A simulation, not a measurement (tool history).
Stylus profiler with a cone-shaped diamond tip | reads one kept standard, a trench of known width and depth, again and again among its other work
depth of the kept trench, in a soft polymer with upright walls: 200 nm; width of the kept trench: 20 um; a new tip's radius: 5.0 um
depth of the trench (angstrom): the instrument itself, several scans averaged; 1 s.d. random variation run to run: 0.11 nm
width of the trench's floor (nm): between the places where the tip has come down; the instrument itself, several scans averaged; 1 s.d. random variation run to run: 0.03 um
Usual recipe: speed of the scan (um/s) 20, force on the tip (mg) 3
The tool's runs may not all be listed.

run    hour  speed of the scan (um/s)  force on the tip (mg)  depth of the trench (angstrom)  width of the trench's floor (nm)
  1       0                        20                      3                          2026.3                             15310
       28.4  -- new tip fitted, height scale calibrated
  2    30.4                        15                      3                          2012.8                             17160
  3    66.4                        15                      3                          2014.8                             17100
  4    91.2                        20                   1.82                          2010.5                             16980
  5   124.1                        20                   1.26                          2009.4                             16930
  6   161.5                        20                   1.26                          2009.2                             16830
  7   203.4                        20                   7.13                          2026.2                             16880
  8   245.1                        20                      3                          2014.7                             16780
  9   267.9                        20                      3                          2013.7                             16740
 10   306.3                        20                   3.28                          2016.7                             16680
 11     337                        20                   3.28                          2016.6                             16650
 12   358.3                        62                      3                          2016.4                             16440
 13   402.5                        22                      3                          2016.7                             16580
 14     422                        16                      3                          2017.2                             16500
 15   450.5                        65                      3                          2015.9                             16260
 16   480.9                        65                      3                          2018.7                             16190
 17   509.9                        65                      3                            2015                             16180
 18   541.2                         7                      3                          2019.3                             16490
 19   560.7                        13                      3                          2019.2                             16370
 20   590.3                        20                   4.94                          2022.8                             16360
      593.8  -- height scale calibrated on a step standard
 21   633.6                        20                   4.94                          2025.2                             16250
 22   671.7                        20                   4.94                          2024.4                             16160
 23   707.4                         5                   6.85                          2028.9                             16170
 24   744.3                         5                   6.85                          2030.6                             16190
      751.4  -- height scale calibrated on a step standard, once more
 25   763.1                         5                   6.85                          2026.1                             16190
 26   801.1                        14                   3.15                          2018.6                             16120
 27   825.2                        75                   2.16                          2014.2                             15690
 28   863.4                        23                   2.75                          2014.6                             15940
 29   896.8                        23                   8.07                          2030.6                             15990
 30   919.8                        41                   8.89                          2032.1                             15870
 31   942.7                        41                   8.89                          2031.5                             15870
 32   976.4                         7                   3.52                          2018.7                             15880
 33  1012.4                         7                   3.52                          2019.5                             15850
 34  1056.4                        29                   4.97                          2023.2                             15710
 35  1100.4                        29                   4.97                          2025.6                             15620
 36  1138.4                        16                   2.74                          2018.4                             15630
 37  1170.6                        14                   1.37                          2013.3                             15610
 38  1212.3                        78                      3                          2017.8                             15240

Predict the results of run 39:
 39  1232.3                        78                      3                               ?                                 ?

depth of the trench (angstrom): 2020.5
width of the trench's floor (nm): 15300
With no hidden state in the tool, this same run would have given depth of the trench (angstrom) 2015.7, width of the trench's floor (nm) 16850.

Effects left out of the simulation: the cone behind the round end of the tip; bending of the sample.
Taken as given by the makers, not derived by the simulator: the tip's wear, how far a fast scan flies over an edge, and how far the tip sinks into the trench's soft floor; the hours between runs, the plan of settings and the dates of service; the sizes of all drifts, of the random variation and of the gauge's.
